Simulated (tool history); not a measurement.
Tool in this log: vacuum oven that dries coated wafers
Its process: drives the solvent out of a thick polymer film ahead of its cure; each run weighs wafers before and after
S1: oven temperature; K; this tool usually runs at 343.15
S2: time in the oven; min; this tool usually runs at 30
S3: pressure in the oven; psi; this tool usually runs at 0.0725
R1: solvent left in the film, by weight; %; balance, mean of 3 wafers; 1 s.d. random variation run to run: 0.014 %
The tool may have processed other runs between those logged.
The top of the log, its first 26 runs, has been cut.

{"run": 27, "hour": 786.7, "S1": 343.15, "S2": 53, "S3": 0.0725, "R1": 0.38}
{"hour": 791.1, "done": "vacuum gauge cleaned of residue and calibrated"}
{"run": 28, "hour": 809.0, "S1": 343.15, "S2": 53, "S3": 0.0725, "R1": 0.44}
{"run": 29, "hour": 849.9, "S1": 329.15, "S2": 28, "S3": 0.2236, "R1": 6.04}
{"run": 30, "hour": 879.2, "S1": 329.15, "S2": 28, "S3": 0.2236, "R1": 5.99}
{"run": 31, "hour": 898.9, "S1": 343.15, "S2": 30, "S3": 0.0477, "R1": 0.88}
{"run": 32, "hour": 928.8, "S1": 343.15, "S2": 28, "S3": 0.0477, "R1": 1.03}
{"run": 33, "hour": 958.1, "S1": 343.15, "S2": 28, "S3": 0.0477, "R1": 1.06}
{"run": 34, "hour": 990.2, "S1": 330.15, "S2": 42, "S3": 0.1624, "R1": 3.24}
{"run": 35, "hour": 1016.2, "S1": 341.15, "S2": 30, "S3": 0.0738, "R1": 1.29}
{"hour": 1039.3, "done": "vacuum gauge cleaned of residue and calibrated, once more"}
{"run": 36, "hour": 1056.2, "S1": 353.15, "S2": 16, "S3": 0.1395, "R1": 0.91}
{"run": 37, "hour": 1085.5, "S1": 354.15, "S2": 24, "S3": 0.0692, "R1": 0.22}
{"run": 38, "hour": 1125.3, "S1": 354.15, "S2": 24, "S3": 0.0692, "R1": 0.23}
{"run": 39, "hour": 1163.7, "S1": 354.15, "S2": 24, "S3": 0.0692, "R1": 0.22}
{"run": 40, "hour": 1205.8, "S1": 349.15, "S2": 30, "S3": 0.0725, "R1": 0.32}
{"run": 41, "hour": 1234.4, "S1": 343.15, "S2": 20, "S3": 0.2031, "R1": 2.31}
{"run": 42, "hour": 1273.2, "S1": 343.15, "S2": 20, "S3": 0.2031, "R1": 2.29}
{"run": 43, "hour": 1304.7, "S1": 343.15, "S2": 48, "S3": 0.0877, "R1": 0.35}
{"run": 44, "hour": 1325.5, "S1": 343.15, "S2": 48, "S3": 0.0877, "R1": 0.37}
{"run": 45, "hour": 1347.5, "S1": 343.15, "S2": 48, "S3": 0.0877, "R1": 0.33}
{"run": 46, "hour": 1391.3, "S1": 339.15, "S2": 39, "S3": 0.1081, "R1": 0.88}

Branching from run 46: 4 alternative next runs. What would each branch give?
{"run": "A", "hour": 1413.7, "S1": 338.15, "S2": 50, "S3": 0.2524, "R1": "?"}
{"run": "B", "hour": 1413.7, "S1": 339.15, "S2": 39, "S3": 0.1655, "R1": "?"}
{"run": "C", "hour": 1413.7, "S1": 343.15, "S2": 19, "S3": 0.0825, "R1": "?"}
{"run": "D", "hour": 1413.7, "S1": 346.15, "S2": 39, "S3": 0.1678, "R1": "?"}

run=A R1=1.19
run=B R1=1.08
run=C R1=2.12
run=D R1=0.55
With the hidden condition removed and each run's random variation left untouched, the same runs would have given:
run=A R1=1.25
run=B R1=1.17
run=C R1=2.32
run=D R1=0.57

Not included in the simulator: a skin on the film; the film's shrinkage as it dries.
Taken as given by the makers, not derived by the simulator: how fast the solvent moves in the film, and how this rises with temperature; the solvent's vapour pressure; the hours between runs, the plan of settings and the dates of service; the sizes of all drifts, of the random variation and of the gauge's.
